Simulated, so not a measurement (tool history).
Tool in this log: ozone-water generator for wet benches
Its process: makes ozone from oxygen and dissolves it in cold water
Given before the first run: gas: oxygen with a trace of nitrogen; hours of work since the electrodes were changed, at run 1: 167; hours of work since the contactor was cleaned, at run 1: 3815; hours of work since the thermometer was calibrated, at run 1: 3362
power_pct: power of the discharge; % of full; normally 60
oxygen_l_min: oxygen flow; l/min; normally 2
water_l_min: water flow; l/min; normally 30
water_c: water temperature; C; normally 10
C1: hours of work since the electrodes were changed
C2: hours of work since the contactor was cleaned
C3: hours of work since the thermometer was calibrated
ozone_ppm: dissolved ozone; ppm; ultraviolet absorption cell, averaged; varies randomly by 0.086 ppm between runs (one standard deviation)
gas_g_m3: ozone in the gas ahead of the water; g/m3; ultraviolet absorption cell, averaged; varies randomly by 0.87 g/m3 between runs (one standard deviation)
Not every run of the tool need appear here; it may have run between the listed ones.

Run 1, hour 0: usual settings; C1 167; C2 3815; C3 3362. Result: ozone_ppm 6.75 ppm, gas_g_m3 139.7 g/m3.
Run 2, hour 20.4: usual settings; C1 182; C2 3830; C3 3377. Result: ozone_ppm 6.85 ppm, gas_g_m3 141.8 g/m3.
Run 3, hour 50.3: usual settings; C1 205; C2 3852; C3 3399. Result: ozone_ppm 6.84 ppm, gas_g_m3 140 g/m3.
Run 4, hour 66.8: usual settings; C1 217; C2 3864; C3 3411. Result: ozone_ppm 6.64 ppm, gas_g_m3 140.6 g/m3.
Run 5, hour 95: usual settings; C1 237; C2 3885; C3 3432. Result: ozone_ppm 6.79 ppm, gas_g_m3 140.4 g/m3.
Run 6, hour 108.9: usual settings but oxygen_l_min 1.24 l/min; C1 248; C2 3895; C3 3442. Result: ozone_ppm 5.94 ppm, gas_g_m3 189.2 g/m3.
Run 7, hour 122.3: usual settings but oxygen_l_min 1.24 l/min; C1 258; C2 3905; C3 3452. Result: ozone_ppm 5.81 ppm, gas_g_m3 190.8 g/m3.
Run 8, hour 148.1: usual settings but water_c 5 C; C1 277; C2 3924; C3 3471. Result: ozone_ppm 6.82 ppm, gas_g_m3 141.7 g/m3.
Run 9, hour 175.9: usual settings but water_c 5 C; C1 297; C2 3945; C3 3491. Result: ozone_ppm 7 ppm, gas_g_m3 141.3 g/m3.
Run 10, hour 205: usual settings but water_c 5 C; C1 319; C2 3966; C3 3513. Result: ozone_ppm 6.82 ppm, gas_g_m3 141.6 g/m3.
Run 11, hour 233.5: usual settings but water_c 5 C; C1 340; C2 3987; C3 3534. Result: ozone_ppm 6.82 ppm, gas_g_m3 141 g/m3.
Run 12, hour 254: usual settings but water_c 5 C; C1 355; C2 4002; C3 3549. Result: ozone_ppm 6.71 ppm, gas_g_m3 140.7 g/m3.
Run 13, hour 279: usual settings but water_c 9 C; C1 373; C2 4021; C3 3567. Result: ozone_ppm 6.66 ppm, gas_g_m3 141.4 g/m3.
Run 14, hour 308.5: usual settings but water_c 9 C; C1 395; C2 4042; C3 3589. Result: ozone_ppm 6.58 ppm, gas_g_m3 141.5 g/m3.
Run 15, hour 333.3: usual settings; C1 413; C2 4061; C3 3608. Result: ozone_ppm 6.69 ppm, gas_g_m3 140.5 g/m3.
Run 16, hour 355.9: usual settings; C1 430; C2 4077; C3 3624. Result: ozone_ppm 6.68 ppm, gas_g_m3 141.5 g/m3.
Run 17, hour 385.8: usual settings but oxygen_l_min 1.42 l/min, water_c 9 C; C1 452; C2 4099; C3 3646. Result: ozone_ppm 6.11 ppm, gas_g_m3 175 g/m3.
Run 18, hour 410.3: usual settings but oxygen_l_min 1.39 l/min, water_l_min 34 l/min; C1 470; C2 4118; C3 3664. Result: ozone_ppm 5.49 ppm, gas_g_m3 177 g/m3.
Run 19, hour 425.1: usual settings but power_pct 61 % of full, water_l_min 27 l/min; C1 481; C2 4129; C3 3675. Result: ozone_ppm 7.4 ppm, gas_g_m3 143.3 g/m3.
Run 20, hour 455.8: usual settings but water_l_min 23 l/min; C1 504; C2 4151; C3 3698. Result: ozone_ppm 8.68 ppm, gas_g_m3 140.9 g/m3.
Run 21, hour 476: usual settings but oxygen_l_min 2.46 l/min, water_l_min 43 l/min, water_c 7 C; C1 519; C2 4166; C3 3713. Result: ozone_ppm 4.86 ppm, gas_g_m3 123.1 g/m3.
Run 22, hour 490.3: usual settings but power_pct 73 % of full, water_c 5 C; C1 529; C2 4177; C3 3723. Result: ozone_ppm 7.84 ppm, gas_g_m3 163.3 g/m3.
Run 23, hour 503.4: usual settings but power_pct 48 % of full; C1 539; C2 4186; C3 3733. Result: ozone_ppm 5.53 ppm, gas_g_m3 117.9 g/m3.
Run 24, hour 521.6: usual settings but power_pct 48 % of full; C1 552; C2 4200; C3 3747. Result: ozone_ppm 5.41 ppm, gas_g_m3 119.3 g/m3.
Run 25, hour 535.4: usual settings but power_pct 56 % of full, oxygen_l_min 1.98 l/min; C1 562; C2 4210; C3 3757. Result: ozone_ppm 6.36 ppm, gas_g_m3 133.4 g/m3.
Run 26, hour 562.4: usual settings but power_pct 84 % of full, oxygen_l_min 3.07 l/min, water_l_min 28 l/min; C1 582; C2 4230; C3 3777. Result: ozone_ppm 10.29 ppm, gas_g_m3 139.3 g/m3.
Run 27, hour 588.1: usual settings but power_pct 74 % of full, oxygen_l_min 3.07 l/min, water_l_min 28 l/min, water_c 5 C; C1 601; C2 4249; C3 3796. Result: ozone_ppm 9.3 ppm, gas_g_m3 124.9 g/m3.
Run 28, hour 601.9: usual settings but power_pct 64 % of full, oxygen_l_min 1.31 l/min, water_l_min 22 l/min, water_c 8 C; C1 612; C2 4259; C3 3806. Result: ozone_ppm 8.43 ppm, gas_g_m3 191.1 g/m3.
Run 29, hour 630.6: usual settings but oxygen_l_min 1.58 l/min, water_l_min 20 l/min; C1 633; C2 4280; C3 3827. Result: ozone_ppm 9.4 ppm, gas_g_m3 161.9 g/m3.
Run 30, hour 650.3: usual settings but oxygen_l_min 1.58 l/min, water_l_min 20 l/min; C1 647; C2 4295; C3 3842. Result: ozone_ppm 9.3 ppm, gas_g_m3 162.3 g/m3.
Run 31, hour 669.9: usual settings but water_l_min 26 l/min, water_c 13 C; C1 662; C2 4309; C3 3856. Result: ozone_ppm 7.45 ppm, gas_g_m3 140.3 g/m3.
Run 32, hour 693.7: usual settings but power_pct 100 % of full; C1 679; C2 4327; C3 3874. Result: ozone_ppm 9.66 ppm, gas_g_m3 208.5 g/m3.

For some of the steps in ozone_ppm from one run to the next: how much would appear even if the tool had no hidden state, given the settings, what came in and random variation, and how much remains for the hidden state plus any gauge scatter that the measured result and the result without hidden state don't share?
Unlogged tool condition in this case: yield of the discharge, % of new electrodes'; contactor's efficiency, % of a clean one's; true water temperature over the reading, C; drift of the gauge itself on ozone_ppm, %; drift of the gauge itself on gas_g_m3, %.
Run 20 -> 21: oxygen_l_min 2 -> 2.46, water_l_min 23 -> 43, water_c 10 -> 7. ozone_ppm -3.82 ppm: hidden state +0.06, all else -3.88.
Run 21 -> 22: power_pct 60 -> 73, oxygen_l_min 2.46 -> 2, water_l_min 43 -> 30, water_c 7 -> 5. ozone_ppm +2.98 ppm: hidden state -0.07, all else +3.05.
Run 22 -> 23: power_pct 73 -> 48, water_c 5 -> 10. ozone_ppm -2.31 ppm: hidden state +0.08, all else -2.39.
Run 25 -> 26: power_pct 56 -> 84, oxygen_l_min 1.98 -> 3.07, water_l_min 30 -> 28. ozone_ppm +3.93 ppm: hidden state -0.12, all else +4.05.
Run 31 -> 32: power_pct 60 -> 100, water_l_min 26 -> 30, water_c 13 -> 10. ozone_ppm +2.21 ppm: hidden state -0.12, all else +2.33.
